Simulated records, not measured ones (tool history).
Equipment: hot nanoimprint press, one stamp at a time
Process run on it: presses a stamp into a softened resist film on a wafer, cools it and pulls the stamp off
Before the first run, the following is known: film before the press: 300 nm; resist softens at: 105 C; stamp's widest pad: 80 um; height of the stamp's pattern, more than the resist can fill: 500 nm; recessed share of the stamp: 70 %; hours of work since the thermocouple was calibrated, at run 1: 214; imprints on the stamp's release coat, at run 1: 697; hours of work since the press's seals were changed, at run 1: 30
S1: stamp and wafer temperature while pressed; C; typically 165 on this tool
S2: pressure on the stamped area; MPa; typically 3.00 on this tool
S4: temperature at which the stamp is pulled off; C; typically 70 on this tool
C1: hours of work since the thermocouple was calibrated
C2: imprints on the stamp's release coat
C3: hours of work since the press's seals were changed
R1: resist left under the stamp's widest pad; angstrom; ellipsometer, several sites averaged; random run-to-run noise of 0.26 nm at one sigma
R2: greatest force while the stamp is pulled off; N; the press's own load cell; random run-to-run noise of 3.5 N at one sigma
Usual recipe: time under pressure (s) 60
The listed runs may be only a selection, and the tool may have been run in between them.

Run 1, day 0.000: usual settings; C1 214; C2 697; C3 30. Result: R1 1544 angstrom, R2 219 N.
Run 2, day 0.354: usual settings; C1 219; C2 721; C3 34. Result: R1 1538 angstrom, R2 216 N.
Run 3, day 0.712: usual settings; C1 223; C2 746; C3 39. Result: R1 1543 angstrom, R2 216 N.
Run 4, day 0.929: usual settings; C1 226; C2 761; C3 41. Result: R1 1543 angstrom, R2 218 N.
Run 5, day 1.325: usual settings; C1 231; C2 788; C3 46. Result: R1 1537 angstrom, R2 224 N.
Run 6, day 1.717: usual settings but S4 63 C; C1 235; C2 816; C3 51. Result: R1 1542 angstrom, R2 237 N.
Run 7, day 1.971: usual settings but S4 63 C; C1 239; C2 833; C3 54. Result: R1 1538 angstrom, R2 238 N.
Run 8, day 2.367: usual settings but S4 63 C; C1 244; C2 860; C3 59. Result: R1 1533 angstrom, R2 241 N.
Run 9, day 2.588: usual settings but S4 63 C; C1 246; C2 876; C3 62. Result: R1 1541 angstrom, R2 247 N.
Run 10, day 2.929: usual settings but S4 63 C; C1 251; C2 900; C3 66. Result: R1 1541 angstrom, R2 246 N.
Run 11, day 3.208: usual settings but S4 63 C; C1 254; C2 919; C3 69. Result: R1 1536 angstrom, R2 250 N.
Run 12, day 3.442: usual settings but S4 63 C; C1 257; C2 935; C3 72. Result: R1 1536 angstrom, R2 250 N.
Run 13, day 3.612: usual settings but S1 157 C; C1 259; C2 947; C3 74. Result: R1 2155 angstrom, R2 231 N.
Run 14, day 3.979: usual settings but S1 157 C; C1 264; C2 972; C3 79. Result: R1 2151 angstrom, R2 238 N.
Run 15, day 4.233: usual settings but S1 157 C; C1 267; C2 990; C3 82. Result: R1 2146 angstrom, R2 235 N.
Run 16, day 4.592: usual settings but S1 167 C, S2 3.43 MPa; C1 271; C2 1014; C3 87. Result: R1 1295 angstrom, R2 242 N.
Run 17, day 4.858: usual settings but S1 167 C, S2 3.43 MPa; C1 274; C2 1033; C3 90. Result: R1 1298 angstrom, R2 227 N.
Run 18, day 5.042: usual settings but S1 175 C, S2 3.43 MPa, S4 77 C; C1 277; C2 1045; C3 92. Result: R1 888 angstrom, R2 228 N.
Run 19, day 5.246: usual settings but S1 166 C, S2 2.30 MPa, time under pressure (s) 45, S4 55 C; C1 279; C2 1059; C3 95. Result: R1 1816 angstrom, R2 270 N.
Run 20, day 5.446: usual settings but S1 163 C, S2 2.80 MPa; C1 282; C2 1073; C3 97. Result: R1 1729 angstrom, R2 237 N.
Run 21, day 5.817: usual settings but S1 174 C, time under pressure (s) 99; C1 286; C2 1099; C3 102. Result: R1 837 angstrom, R2 238 N.
Run 22, day 6.025: usual settings but S1 174 C, time under pressure (s) 99; C1 289; C2 1114; C3 104. Result: R1 841 angstrom, R2 236 N.
Run 23, day 6.250: usual settings but S2 2.03 MPa, time under pressure (s) 102; C1 292; C2 1129; C3 107. Result: R1 1576 angstrom, R2 248 N.
Run 24, day 6.612: usual settings but S1 168 C, S2 2.66 MPa, time under pressure (s) 117, S4 73 C; C1 296; C2 1154; C3 112. Result: R1 1132 angstrom, R2 238 N.
Run 25, day 6.883: usual settings but S1 168 C, S2 2.66 MPa, time under pressure (s) 117, S4 73 C; C1 300; C2 1173; C3 115. Result: R1 1130 angstrom, R2 243 N.

The next listed run, before its measurement:
Run 26, day 7.279: usual settings but S2 2.23 MPa; C1 304; C2 1200; C3 120. Result: R1 ?, R2 ?.

{"run 26": {"R1": 1767, "R2": 243}}
On a tool with no hidden condition, and with the same random variation, this run would have come out at R1 1823 angstrom, R2 182 N.
